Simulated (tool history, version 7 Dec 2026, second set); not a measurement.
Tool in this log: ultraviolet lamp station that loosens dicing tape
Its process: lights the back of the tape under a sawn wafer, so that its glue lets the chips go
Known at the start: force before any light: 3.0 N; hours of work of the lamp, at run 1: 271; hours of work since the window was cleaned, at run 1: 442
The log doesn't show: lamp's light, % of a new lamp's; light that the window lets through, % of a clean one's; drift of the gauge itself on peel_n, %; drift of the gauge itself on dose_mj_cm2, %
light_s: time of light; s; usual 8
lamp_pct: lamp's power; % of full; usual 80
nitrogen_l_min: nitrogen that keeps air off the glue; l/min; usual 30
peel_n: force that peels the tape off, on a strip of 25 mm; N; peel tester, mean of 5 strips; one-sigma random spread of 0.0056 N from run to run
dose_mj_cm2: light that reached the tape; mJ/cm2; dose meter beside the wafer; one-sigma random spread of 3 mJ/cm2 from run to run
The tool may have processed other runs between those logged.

| run | day | light_s | lamp_pct | nitrogen_l_min | hours of work of the lamp | hours of work since the window was cleaned | peel_n | dose_mj_cm2 |
|---|---|---|---|---|---|---|---|---|
| 1 | 0 | 8 | 80 | 30 | 271 | 442 | 0.163 | 375 |
| 2 | 0.6 | 8 | 80 | 30 | 282 | 453 | 0.152 | 366 |
| 3 | 1.154 | 5 | 80 | 30 | 293 | 464 | 0.359 | 227 |
| 4 | 1.804 | 8 | 80 | 30 | 305 | 476 | 0.158 | 359 |
| 5 | 2.279 | 8 | 80 | 30 | 314 | 485 | 0.168 | 352 |
| 6 | 2.617 | 8 | 80 | 30 | 320 | 491 | 0.171 | 354 |
| 7 | 3.042 | 8 | 80 | 30 | 328 | 499 | 0.167 | 358 |
| 8 | 3.771 | 8 | 80 | 30 | 341 | 512 | 0.164 | 356 |
| 9 | 4.508 | 8 | 80 | 30 | 355 | 526 | 0.165 | 348 |
| 10 | 5.004 | 8 | 80 | 30 | 364 | 535 | 0.166 | 350 |
| 11 | 5.325 | 8 | 94 | 30 | 370 | 541 | 0.14 | 405 |
| 12 | 6.05 | 8 | 94 | 30 | 384 | 555 | 0.147 | 398 |
| 13 | 6.583 | 8 | 93 | 24 | 394 | 565 | 0.164 | 392 |
| 14 | 7.075 | 8 | 93 | 24 | 403 | 574 | 0.163 | 393 |
|  | 7.15 | window cleaned of glue's vapour |
| 15 | 7.429 | 7 | 95 | 24 | 409 | 5 | 0.215 | 327 |
| 16 | 7.954 | 7 | 80 | 30 | 419 | 15 | 0.262 | 277 |
|  | 8.212 | window cleaned of glue's vapour, once more |
| 17 | 8.346 | 12 | 60 | 11 | 426 | 2 | 0.263 | 415 |
| 18 | 8.692 | 5 | 85 | 53 | 432 | 9 | 0.23 | 244 |
| 19 | 9.204 | 5 | 85 | 53 | 442 | 18 | 0.225 | 241 |
| 20 | 9.888 | 5 | 85 | 53 | 454 | 31 | 0.233 | 236 |
| 21 | 10.592 | 8 | 80 | 12 | 468 | 44 | 0.32 | 357 |
| 22 | 11.267 | 8 | 80 | 12 | 480 | 57 | 0.339 | 350 |
| 23 | 11.604 | 4 | 72 | 30 | 486 | 63 | 0.659 | 158 |

Entry by entry between the runs, the difference in hidden state between the last listed run before and the first listed run after:
In the gap between runs 14 and 15: window cleaned of glue's vapour (day 7.15)
  lamp's light, % of a new lamp's: 81.8 -> 81.5; light that the window lets through, % of a clean one's: 90 -> 85.2
  measured result minus the result with no hidden state, peel_n: +0.047 -> +0.087 N; dose_mj_cm2: -140 -> -144 mJ/cm2
In the gap between runs 16 and 17: window cleaned of glue's vapour, once more (day 8.212)
  lamp's light, % of a new lamp's: 81.1 -> 80.7; light that the window lets through, % of a clean one's: 85.1 -> 99.4
  measured result minus the result with no hidden state, peel_n: +0.116 -> +0.083 N; dose_mj_cm2: -126 -> -101 mJ/cm2
